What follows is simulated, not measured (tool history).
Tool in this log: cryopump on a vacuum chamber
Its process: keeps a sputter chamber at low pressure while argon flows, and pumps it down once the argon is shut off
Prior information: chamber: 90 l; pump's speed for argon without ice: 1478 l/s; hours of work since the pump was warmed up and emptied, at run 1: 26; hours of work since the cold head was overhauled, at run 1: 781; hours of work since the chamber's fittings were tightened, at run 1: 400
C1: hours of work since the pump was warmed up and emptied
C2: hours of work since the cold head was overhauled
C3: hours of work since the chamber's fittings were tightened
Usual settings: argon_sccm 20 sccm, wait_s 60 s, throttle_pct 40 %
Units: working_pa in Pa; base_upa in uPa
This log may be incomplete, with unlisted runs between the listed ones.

run 1 hour=0 | argon_sccm=20 wait_s=60 throttle_pct=40 | C1=26 C2=781 C3=400 | working_pa=0.0571 base_upa=0.77
run 2 hour=18.5 | argon_sccm=20 wait_s=60 throttle_pct=40 | C1=39 C2=795 C3=413 | working_pa=0.0576 base_upa=0.82
run 3 hour=39.4 | argon_sccm=20 wait_s=60 throttle_pct=40 | C1=54 C2=810 C3=428 | working_pa=0.0584 base_upa=0.81
run 4 hour=67 | argon_sccm=20 wait_s=23 throttle_pct=40 | C1=74 C2=830 C3=448 | working_pa=0.0587 base_upa=1.42
run 5 hour=86.2 | argon_sccm=20 wait_s=39 throttle_pct=40 | C1=88 C2=844 C3=462 | working_pa=0.0582 base_upa=1.02
run 6 hour=103.9 | argon_sccm=20 wait_s=60 throttle_pct=40 | C1=101 C2=856 C3=475 | working_pa=0.0578 base_upa=0.84
run 7 hour=132.8 | argon_sccm=20 wait_s=60 throttle_pct=17 | C1=122 C2=877 C3=496 | working_pa=0.1365 base_upa=0.85
run 8 hour=151.1 | argon_sccm=9 wait_s=60 throttle_pct=17 | C1=135 C2=891 C3=509 | working_pa=0.0609 base_upa=0.87
run 9 hour=190.9 | argon_sccm=20 wait_s=60 throttle_pct=40 | C1=164 C2=919 C3=538 | working_pa=0.0578 base_upa=0.9
run 10 hour=227.7 | argon_sccm=20 wait_s=60 throttle_pct=57 | C1=190 C2=946 C3=564 | working_pa=0.0415 base_upa=0.92
run 11 hour=250 | argon_sccm=20 wait_s=190 throttle_pct=40 | C1=207 C2=962 C3=580 | working_pa=0.0588 base_upa=0.69
run 12 hour=271.4 | argon_sccm=20 wait_s=60 throttle_pct=40 | C1=222 C2=977 C3=596 | working_pa=0.0578 base_upa=0.95
run 13 hour=291.4 | argon_sccm=20 wait_s=60 throttle_pct=40 | C1=237 C2=992 C3=610 | working_pa=0.059 base_upa=0.93
run 14 hour=326.2 | argon_sccm=20 wait_s=60 throttle_pct=40 | C1=262 C2=1017 C3=636 | working_pa=0.0594 base_upa=0.95
run 15 hour=345.5 | argon_sccm=20 wait_s=52 throttle_pct=40 | C1=276 C2=1031 C3=649 | working_pa=0.0594 base_upa=1.04
run 16 hour=382.4 | argon_sccm=20 wait_s=46 throttle_pct=40 | C1=302 C2=1058 C3=676 | working_pa=0.0587 base_upa=1.15
run 17 hour=417.1 | argon_sccm=20 wait_s=60 throttle_pct=40 | C1=327 C2=1083 C3=701 | working_pa=0.0588 base_upa=1.02
run 18 hour=446.5 | argon_sccm=20 wait_s=60 throttle_pct=40 | C1=349 C2=1104 C3=722 | working_pa=0.0588 base_upa=1.01
run 19 hour=481.5 | argon_sccm=20 wait_s=60 throttle_pct=40 | C1=374 C2=1129 C3=748 | working_pa=0.0598 base_upa=1.05
run 20 hour=500.6 | argon_sccm=20 wait_s=60 throttle_pct=40 | C1=388 C2=1143 C3=762 | working_pa=0.0598 base_upa=1.04
run 21 hour=536.7 | argon_sccm=20 wait_s=234 throttle_pct=40 | C1=414 C2=1169 C3=788 | working_pa=0.0589 base_upa=0.86
run 22 hour=556.7 | argon_sccm=20 wait_s=234 throttle_pct=40 | C1=428 C2=1184 C3=802 | working_pa=0.0591 base_upa=0.82
run 23 hour=587.4 | argon_sccm=20 wait_s=119 throttle_pct=43 | C1=450 C2=1206 C3=824 | working_pa=0.0559 base_upa=0.96
run 24 hour=620 | argon_sccm=20 wait_s=119 throttle_pct=43 | C1=474 C2=1229 C3=848 | working_pa=0.0572 base_upa=0.96
run 25 hour=637.7 | argon_sccm=22 wait_s=83 throttle_pct=42 | C1=487 C2=1242 C3=861 | working_pa=0.0639 base_upa=1.07
run 26 hour=660.5 | argon_sccm=15 wait_s=244 throttle_pct=47 | C1=503 C2=1259 C3=877 | working_pa=0.0397 base_upa=0.85
run 27 hour=699.1 | argon_sccm=14 wait_s=79 throttle_pct=47 | C1=531 C2=1287 C3=905 | working_pa=0.0362 base_upa=1.06
run 28 hour=725.8 | argon_sccm=14 wait_s=79 throttle_pct=47 | C1=550 C2=1306 C3=924 | working_pa=0.036 base_upa=1.12
run 29 hour=752.4 | argon_sccm=14 wait_s=79 throttle_pct=47 | C1=570 C2=1325 C3=944 | working_pa=0.0369 base_upa=1.16
run 30 hour=778.6 | argon_sccm=29 wait_s=291 throttle_pct=56 | C1=589 C2=1344 C3=962 | working_pa=0.0644 base_upa=0.95
run 31 hour=818.7 | argon_sccm=20 wait_s=126 throttle_pct=18 | C1=618 C2=1373 C3=991 | working_pa=0.1304 base_upa=1.07
run 32 hour=860.9 | argon_sccm=20 wait_s=59 throttle_pct=38 | C1=648 C2=1403 C3=1022 | working_pa=0.0645 base_upa=1.33
run 33 hour=895.9 | argon_sccm=10 wait_s=85 throttle_pct=20 | C1=673 C2=1429 C3=1047 | working_pa=0.0594 base_upa=1.24

Pick out some run-to-run changes in working_pa. Of each, how much would a tool without hidden state show as well, from the settings, what came in and chance, and how much is left for the hidden state and any gauge scatter not in both results compared?
What the log doesn't record here: pump's speed, % of a pump's without ice; cold plate's temperature, K; leak into the chamber, uPa l/s; drift of the gauge itself on working_pa, %; drift of the gauge itself on base_upa, %.
Run 6 -> 7: throttle_pct 40 -> 17. working_pa +0.0787 Pa: hidden state +0, all else +0.0787.
Run 7 -> 8: argon_sccm 20 -> 9. working_pa -0.0756 Pa: hidden state -0.0005, all else -0.0751.
Run 29 -> 30: argon_sccm 14 -> 29, wait_s 79 -> 291, throttle_pct 47 -> 56. working_pa +0.0275 Pa: hidden state +0.0029, all else +0.0246.
Run 30 -> 31: argon_sccm 29 -> 20, wait_s 291 -> 126, throttle_pct 56 -> 18. working_pa +0.066 Pa: hidden state -0.0015, all else +0.0675.
Run 32 -> 33: argon_sccm 20 -> 10, wait_s 59 -> 85, throttle_pct 38 -> 20. working_pa -0.0051 Pa: hidden state -0.0021, all else -0.003.
